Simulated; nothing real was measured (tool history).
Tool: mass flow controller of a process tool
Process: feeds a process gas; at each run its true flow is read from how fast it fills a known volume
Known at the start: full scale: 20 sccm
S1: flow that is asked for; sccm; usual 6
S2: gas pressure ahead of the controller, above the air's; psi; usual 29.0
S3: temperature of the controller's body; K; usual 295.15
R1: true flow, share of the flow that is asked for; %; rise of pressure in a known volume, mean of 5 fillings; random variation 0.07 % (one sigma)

Run 1, hour 0.0: usual settings. Result: R1 97.81 %.
Run 2, hour 160.0: usual settings but S3 302.15 K. Result: R1 98.44 %.
Run 3, hour 375.4: usual settings but S3 302.15 K. Result: R1 98.30 %.
Run 4, hour 597.0: usual settings but S3 302.15 K. Result: R1 98.21 %.
Run 5, hour 732.0: usual settings. Result: R1 97.56 %.
Run 6, hour 873.6: usual settings. Result: R1 97.42 %.
Run 7, hour 999.1: usual settings. Result: R1 97.22 %.
Run 8, hour 1220.7: usual settings but S1 3 sccm. Result: R1 96.77 %.
Run 9, hour 1343.0: usual settings but S1 3 sccm. Result: R1 96.80 %.
Run 10, hour 1443.9: usual settings but S1 3 sccm. Result: R1 96.73 %.
Run 11, hour 1628.3: usual settings but S1 3 sccm, S3 312.15 K. Result: R1 98.32 %.
Run 12, hour 1777.1: usual settings but S3 296.15 K. Result: R1 97.13 %.
Run 13, hour 1882.5: usual settings. Result: R1 96.94 %.
Run 14, hour 2106.4: usual settings but S1 12 sccm. Result: R1 97.57 %.
At hour 2123.1: gauge calibrated.
Run 15, hour 2302.0: usual settings but S1 16 sccm. Result: R1 99.14 %.
Run 16, hour 2531.6: usual settings. Result: R1 97.61 %.
Run 17, hour 2703.9: usual settings. Result: R1 97.57 %.
Run 18, hour 2821.4: usual settings but S2 37.0 psi. Result: R1 97.36 %.
Run 19, hour 3020.0: usual settings but S2 37.0 psi. Result: R1 97.03 %.
Run 20, hour 3148.5: usual settings but S3 308.15 K. Result: R1 98.53 %.
Run 21, hour 3367.8: usual settings but S1 2 sccm. Result: R1 96.60 %.
Run 22, hour 3498.5: usual settings but S1 2 sccm. Result: R1 96.52 %.
Run 23, hour 3694.0: usual settings but S1 2 sccm. Result: R1 96.59 %.
Run 24, hour 3804.5: usual settings but S1 13 sccm. Result: R1 98.02 %.
Run 25, hour 3997.8: usual settings but S1 13 sccm, S2 26.0 psi. Result: R1 98.00 %.
Run 26, hour 4174.0: usual settings but S1 13 sccm, S2 26.0 psi. Result: R1 97.93 %.
Run 27, hour 4311.7: usual settings but S1 7 sccm, S2 35.4 psi, S3 303.15 K. Result: R1 97.38 %.
Run 28, hour 4450.8: usual settings but S1 7 sccm, S2 35.4 psi, S3 303.15 K. Result: R1 97.33 %.
Run 29, hour 4611.8: usual settings but S1 7 sccm, S2 35.4 psi, S3 303.15 K. Result: R1 97.27 %.
Run 30, hour 4750.9: usual settings but S1 7 sccm, S2 26.0 psi, S3 303.15 K. Result: R1 97.74 %.
Run 31, hour 4856.6: usual settings but S1 3 sccm, S3 297.15 K. Result: R1 96.31 %.
Run 32, hour 5080.3: usual settings but S1 2 sccm. Result: R1 95.87 %.
Run 33, hour 5208.9: usual settings but S1 2 sccm. Result: R1 95.86 %.
Run 34, hour 5382.4: usual settings but S1 2 sccm. Result: R1 95.70 %.
Run 35, hour 5568.1: usual settings but S1 2 sccm. Result: R1 95.56 %.
Run 36, hour 5785.8: usual settings but S2 24.2 psi. Result: R1 96.26 %.
Run 37, hour 5901.2: usual settings but S1 10 sccm, S3 294.15 K. Result: R1 96.48 %.
Run 38, hour 6010.3: usual settings but S1 11 sccm, S2 29.4 psi, S3 296.15 K. Result: R1 96.71 %.
Run 39, hour 6236.9: usual settings but S1 11 sccm, S2 29.4 psi, S3 296.15 K. Result: R1 96.63 %.
Run 40, hour 6423.9: usual settings but S1 3 sccm, S2 20.6 psi, S3 300.15 K. Result: R1 96.25 %.
Run 41, hour 6546.6: usual settings but S1 3 sccm, S2 20.6 psi, S3 300.15 K. Result: R1 96.15 %.
Run 42, hour 6764.5: usual settings but S1 3 sccm, S2 20.6 psi, S3 300.15 K. Result: R1 95.97 %.
Run 43, hour 6945.6: usual settings but S1 20 sccm, S2 22.8 psi, S3 308.15 K. Result: R1 98.87 %.
Run 44, hour 7085.8: usual settings but S1 7 sccm, S2 32.5 psi. Result: R1 95.50 %.
Run 45, hour 7313.3: usual settings but S2 33.4 psi, S3 302.15 K. Result: R1 95.94 %.
Run 46, hour 7450.4: usual settings but S2 33.4 psi, S3 302.15 K. Result: R1 95.71 %.
Run 47, hour 7612.4: usual settings but S2 34.5 psi, S3 300.15 K. Result: R1 95.50 %.

3 ways to go on from here, each from the tool as it stands after run 47. What would each give?
Run A, hour 7816.3: usual settings but S2 20.3 psi. Result: R1 ?.
Run B, hour 7816.3: usual settings but S1 8 sccm, S2 34.5 psi, S3 300.15 K. Result: R1 ?.
Run C, hour 7816.3: usual settings but S2 34.4 psi, S3 311.15 K. Result: R1 ?.

run     R1
  A  95.49
  B  95.61
  C  96.38
Without the tool's hidden state the same runs would have given:
run     R1
  A  98.19
  B  98.30
  C  99.10
